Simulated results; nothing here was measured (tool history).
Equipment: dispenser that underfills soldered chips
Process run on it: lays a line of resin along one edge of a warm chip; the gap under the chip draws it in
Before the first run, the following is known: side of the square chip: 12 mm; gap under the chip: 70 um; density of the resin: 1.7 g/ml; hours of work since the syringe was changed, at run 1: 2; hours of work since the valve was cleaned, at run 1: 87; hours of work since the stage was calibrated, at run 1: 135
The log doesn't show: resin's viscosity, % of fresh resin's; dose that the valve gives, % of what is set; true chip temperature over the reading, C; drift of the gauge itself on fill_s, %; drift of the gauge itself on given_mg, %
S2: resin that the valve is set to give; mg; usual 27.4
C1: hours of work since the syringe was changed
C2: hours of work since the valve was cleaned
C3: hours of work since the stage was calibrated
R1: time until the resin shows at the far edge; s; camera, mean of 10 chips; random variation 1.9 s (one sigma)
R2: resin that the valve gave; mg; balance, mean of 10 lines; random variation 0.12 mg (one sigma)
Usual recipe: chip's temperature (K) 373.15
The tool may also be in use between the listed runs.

run 1 hour=0.0 | chip's_temperature_(K)=373.15 S2=27.4 | C1=2 C2=87 C3=135 | R1=213.2 R2=26.48
run 2 hour=5.1 | chip's_temperature_(K)=373.15 S2=33.1 | C1=6 C2=90 C3=138 | R1=244.9 R2=32.20
run 3 hour=8.4 | chip's_temperature_(K)=373.15 S2=33.1 | C1=8 C2=93 C3=140 | R1=275.2 R2=32.03
-- hour=10.7 new syringe of resin
run 4 hour=14.4 | chip's_temperature_(K)=373.15 S2=27.4 | C1=2 C2=96 C3=144 | R1=212.2 R2=26.41
run 5 hour=17.0 | chip's_temperature_(K)=373.15 S2=27.4 | C1=4 C2=98 C3=146 | R1=231.6 R2=26.33
run 6 hour=21.7 | chip's_temperature_(K)=373.15 S2=30.6 | C1=7 C2=101 C3=149 | R1=265.0 R2=29.41
-- hour=25.2 new syringe of resin
run 7 hour=25.8 | chip's_temperature_(K)=368.15 S2=24.9 | C1=0 C2=104 C3=152 | R1=238.7 R2=24.01
run 8 hour=28.9 | chip's_temperature_(K)=359.15 S2=27.5 | C1=2 C2=106 C3=154 | R1=383.1 R2=26.50
run 9 hour=34.9 | chip's_temperature_(K)=381.15 S2=27.4 | C1=6 C2=110 C3=158 | R1=190.4 R2=26.39
-- hour=39.6 new syringe of resin
run 10 hour=40.1 | chip's_temperature_(K)=381.15 S2=27.4 | C1=0 C2=113 C3=161 | R1=147.8 R2=26.40
run 11 hour=43.7 | chip's_temperature_(K)=381.15 S2=27.4 | C1=3 C2=116 C3=164 | R1=155.9 R2=26.26

Consider 3 possible next runs. They are alternatives, not a sequence: every one starts from the tool as it was left by run 11. What does each give?
run A hour=49.6 | chip's_temperature_(K)=379.15 S2=25.9 | C1=7 C2=120 C3=168 | R1=? R2=?
run B hour=49.6 | chip's_temperature_(K)=373.15 S2=32.4 | C1=7 C2=120 C3=168 | R1=? R2=?
run C hour=49.6 | chip's_temperature_(K)=385.15 S2=24.8 | C1=7 C2=120 C3=168 | R1=? R2=?

run=A R1=211.9 R2=24.79
run=B R1=266.6 R2=30.85
run=C R1=172.3 R2=23.77
Without the tool's hidden state the same runs would have given:
run=A R1=146.3 R2=25.88
run=B R1=184.9 R2=32.20
run=C R1=118.8 R2=24.82
